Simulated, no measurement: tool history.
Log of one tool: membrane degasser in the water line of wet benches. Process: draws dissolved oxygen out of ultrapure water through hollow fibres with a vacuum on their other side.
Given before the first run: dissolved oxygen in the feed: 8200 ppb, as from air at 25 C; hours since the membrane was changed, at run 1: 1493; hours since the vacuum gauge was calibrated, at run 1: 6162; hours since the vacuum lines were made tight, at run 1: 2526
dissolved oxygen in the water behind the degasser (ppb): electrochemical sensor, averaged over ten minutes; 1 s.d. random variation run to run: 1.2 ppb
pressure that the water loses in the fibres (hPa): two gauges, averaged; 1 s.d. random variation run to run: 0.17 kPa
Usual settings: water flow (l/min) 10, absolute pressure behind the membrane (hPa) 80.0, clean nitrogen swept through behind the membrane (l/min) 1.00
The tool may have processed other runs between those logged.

run,hour,water flow (l/min),absolute pressure behind the membrane (hPa),clean nitrogen swept through behind the membrane (l/min),hours since the membrane was changed,hours since the vacuum gauge was calibrated,hours since the vacuum lines were made tight,dissolved oxygen in the water behind the degasser (ppb),pressure that the water loses in the fibres (hPa)
1,0.0,10,80.0,1.00,1493,6162,2526,130.3,302.9
2,38.5,10,80.0,1.00,1532,6201,2564,127.7,305.2
3,90.3,10,198.0,1.00,1584,6252,2616,392.6,305.6
4,127.5,10,80.0,1.00,1621,6290,2653,128.7,299.2
5,152.5,10,80.0,1.00,1646,6315,2678,128.5,302.5
6,200.6,10,80.0,1.00,1694,6363,2726,128.7,305.4
7,251.5,7,80.0,1.00,1745,6414,2777,89.6,210.9
8,291.3,7,48.5,1.00,1785,6453,2817,37.0,213.8
9,324.4,7,48.5,1.00,1818,6486,2850,36.8,211.4
10,348.7,10,80.0,1.00,1842,6511,2875,131.5,302.9
11,404.1,10,80.0,1.00,1898,6566,2930,129.7,301.0
12,428.7,10,80.0,1.00,1922,6591,2955,129.6,303.6
13,466.2,10,80.0,1.00,1960,6628,2992,127.0,304.0
# hour 494.1: vacuum gauge calibrated
14,503.2,10,80.0,1.00,1996,9,3029,131.9,306.8
15,530.1,10,80.0,1.00,2023,36,3055,134.2,307.1
16,566.0,10,80.0,1.00,2059,72,3091,131.9,304.1
# hour 593.5: vacuum gauge calibrated, once more
17,613.2,16,57.5,0.45,2106,20,3138,206.5,486.4
18,653.5,6,57.5,1.11,2146,60,3178,37.4,183.0
19,702.2,10,91.1,1.00,2195,109,3227,149.1,304.2
20,743.8,10,80.0,1.36,2236,150,3269,95.5,307.1
21,769.2,10,80.0,1.36,2262,176,3294,95.2,306.9
22,806.4,10,87.5,2.91,2299,213,3331,55.5,305.5
23,850.4,10,87.5,2.91,2343,257,3375,56.9,306.8
24,897.2,8,80.0,1.00,2390,304,3422,100.8,243.4
25,933.5,6,106.1,1.00,2426,340,3458,115.0,182.6
26,988.5,12,124.0,1.00,2481,395,3513,271.3,365.9
27,1015.3,15,121.8,1.00,2508,422,3540,325.3,460.6
28,1070.9,15,121.8,1.00,2563,477,3596,326.1,458.6
29,1124.0,10,80.0,1.00,2616,530,3649,124.1,304.1
30,1151.2,9,49.0,1.00,2644,558,3676,45.4,274.9
31,1174.5,10,197.8,0.69,2667,581,3699,546.3,304.4
32,1202.6,10,197.8,0.69,2695,609,3727,534.4,306.4

Below, some changes in dissolved oxygen in the water behind the degasser (ppb) between adjacent runs. For each, the amount present without the hidden state too (settings, incoming material, random variation) and the amount remaining for the hidden state with gauge scatter not shared by both compared results:
The tool's hidden condition here consists of: membrane still open, %; true pressure behind the membrane over the reading, kPa; air that leaks in behind the membrane, l/min; drift of the gauge itself on oxygen_ppb, %; drift of the gauge itself on loss_of_pressure_kpa, %.
Run 2 -> 3: absolute pressure behind the membrane (hPa) 80.0 -> 198.0. dissolved oxygen in the water behind the degasser (ppb) +264.9: hidden state +3.3, all else +261.6.
Run 3 -> 4: absolute pressure behind the membrane (hPa) 198.0 -> 80.0. dissolved oxygen in the water behind the degasser (ppb) -263.9: hidden state -2.9, all else -261.0.
Run 13 -> 14: vacuum gauge calibrated. dissolved oxygen in the water behind the degasser (ppb) +4.9: hidden state +4.7, all else +0.2.
Run 16 -> 17: water flow (l/min) 10 -> 16, absolute pressure behind the membrane (hPa) 80.0 -> 57.5, clean nitrogen swept through behind the membrane (l/min) 1.00 -> 0.45, vacuum gauge calibrated, once more. dissolved oxygen in the water behind the degasser (ppb) +74.6: hidden state -8.5, all else +83.1.
Run 30 -> 31: water flow (l/min) 9 -> 10, absolute pressure behind the membrane (hPa) 49.0 -> 197.8, clean nitrogen swept through behind the membrane (l/min) 1.00 -> 0.69. dissolved oxygen in the water behind the degasser (ppb) +500.9: hidden state +8.2, all else +492.7.
